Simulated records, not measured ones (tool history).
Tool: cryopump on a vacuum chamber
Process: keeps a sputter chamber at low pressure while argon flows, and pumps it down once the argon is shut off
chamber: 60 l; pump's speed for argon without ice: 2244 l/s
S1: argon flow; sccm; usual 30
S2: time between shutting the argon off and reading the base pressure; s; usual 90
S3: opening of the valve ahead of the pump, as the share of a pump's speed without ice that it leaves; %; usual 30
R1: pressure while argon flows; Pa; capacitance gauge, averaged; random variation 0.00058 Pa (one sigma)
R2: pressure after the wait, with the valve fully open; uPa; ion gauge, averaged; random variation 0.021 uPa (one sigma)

Run 1, hour 0.0: usual settings. Result: R1 0.0782 Pa, R2 1.04 uPa.
Run 2, hour 46.5: usual settings. Result: R1 0.0781 Pa, R2 1.08 uPa.
Run 3, hour 81.3: usual settings but S3 59 %. Result: R1 0.0425 Pa, R2 1.06 uPa.
Run 4, hour 122.7: usual settings but S3 59 %. Result: R1 0.0427 Pa, R2 1.19 uPa.
Run 5, hour 163.2: usual settings but S3 59 %. Result: R1 0.0427 Pa, R2 1.23 uPa.
Run 6, hour 196.3: usual settings but S3 59 %. Result: R1 0.0434 Pa, R2 1.27 uPa.
Run 7, hour 236.7: usual settings. Result: R1 0.0760 Pa, R2 1.13 uPa.
Run 8, hour 261.7: usual settings but S3 47 %. Result: R1 0.0492 Pa, R2 1.07 uPa.
Run 9, hour 306.3: usual settings but S3 47 %. Result: R1 0.0489 Pa, R2 1.12 uPa.
Run 10, hour 341.6: usual settings but S3 21 %. Result: R1 0.1085 Pa, R2 1.14 uPa.
Run 11, hour 369.4: usual settings but S3 21 %. Result: R1 0.1094 Pa, R2 1.18 uPa.
Run 12, hour 402.1: usual settings but S3 21 %. Result: R1 0.1106 Pa, R2 1.27 uPa.
Run 13, hour 438.3: usual settings but S1 44 sccm. Result: R1 0.1140 Pa, R2 1.26 uPa.
Run 14, hour 483.2: usual settings but S1 23 sccm. Result: R1 0.0604 Pa, R2 1.38 uPa.
Run 15, hour 521.0: usual settings but S1 23 sccm. Result: R1 0.0611 Pa, R2 1.38 uPa.
Run 16, hour 548.8: usual settings but S1 23 sccm. Result: R1 0.0610 Pa, R2 1.40 uPa.
Run 17, hour 569.9: usual settings but S1 23 sccm. Result: R1 0.0613 Pa, R2 1.42 uPa.
Run 18, hour 591.2: usual settings but S1 43 sccm, S2 30 s, S3 25 %. Result: R1 0.1379 Pa, R2 1.88 uPa.
Run 19, hour 621.1: usual settings but S1 43 sccm, S2 30 s, S3 25 %. Result: R1 0.1299 Pa, R2 1.60 uPa.
Run 20, hour 659.0: usual settings but S1 43 sccm, S2 30 s, S3 25 %. Result: R1 0.1307 Pa, R2 1.68 uPa.
Run 21, hour 692.6: usual settings but S2 195 s, S3 42 %. Result: R1 0.0544 Pa, R2 1.23 uPa.
Run 22, hour 715.6: usual settings but S2 195 s, S3 42 %. Result: R1 0.0560 Pa, R2 1.25 uPa.
Run 23, hour 757.4: usual settings but S1 50 sccm, S2 25 s, S3 33 %. Result: R1 0.1172 Pa, R2 1.86 uPa.
Run 24, hour 796.4: usual settings but S1 15 sccm, S2 25 s, S3 25 %. Result: R1 0.0454 Pa, R2 1.93 uPa.
Run 25, hour 844.9: usual settings but S1 15 sccm, S2 20 s, S3 25 %. Result: R1 0.0458 Pa, R2 2.15 uPa.
Run 26, hour 891.9: usual settings but S1 15 sccm, S2 20 s, S3 25 %. Result: R1 0.0474 Pa, R2 2.26 uPa.
Run 27, hour 935.9: usual settings but S2 229 s, S3 20 %. Result: R1 0.1173 Pa, R2 1.53 uPa.
Run 28, hour 967.1: usual settings but S1 24 sccm, S2 229 s. Result: R1 0.0633 Pa, R2 1.55 uPa.
Run 29, hour 992.7: usual settings but S1 24 sccm, S2 229 s. Result: R1 0.0639 Pa, R2 1.52 uPa.
Run 30, hour 1025.3: usual settings but S1 24 sccm, S2 229 s. Result: R1 0.0613 Pa, R2 1.34 uPa.
Run 31, hour 1062.4: usual settings but S1 22 sccm, S2 140 s, S3 24 %. Result: R1 0.0689 Pa, R2 1.45 uPa.
Run 32, hour 1086.1: usual settings but S1 27 sccm, S2 78 s, S3 36 %. Result: R1 0.0573 Pa, R2 1.54 uPa.
Run 33, hour 1133.6: usual settings but S1 27 sccm, S2 78 s, S3 36 %. Result: R1 0.0585 Pa, R2 1.60 uPa.
Run 34, hour 1172.3: usual settings but S2 27 s, S3 38 %. Result: R1 0.0610 Pa, R2 2.06 uPa.

Not shown: 3 entries that the log had between the listed runs. Between which runs, and how does the tool's hidden state differ before and after?
Between runs 6 and 7: pump warmed up, emptied and cooled again (hour 213.7)
  pump's speed, % of a pump's without ice: 81.9 -> 98.4; cold plate's temperature, K: 12.51 -> 12.53; leak into the chamber, uPa l/s: 1910 -> 1944
  measured less the result without the state, R1: +0.0053 -> +0.0006 Pa; R2: +0.93 -> +0.77 uPa
Between runs 18 and 19: pump warmed up, emptied and cooled again (hour 609.5)
  pump's speed, % of a pump's without ice: 82.5 -> 99.3; leak into the chamber, uPa l/s: 2300 -> 2324
  measured less the result without the state, R1: +0.0074 -> +0.0007 Pa; R2: +1.14 -> +0.93 uPa
Between runs 29 and 30: pump warmed up, emptied and cooled again (hour 1001.9)
  pump's speed, % of a pump's without ice: 82.6 -> 98.2; cold plate's temperature, K: 12.76 -> 12.77; leak into the chamber, uPa l/s: 2707 -> 2737
  measured less the result without the state, R1: +0.0042 -> +0.0006 Pa; R2: +1.34 -> +1.11 uPa
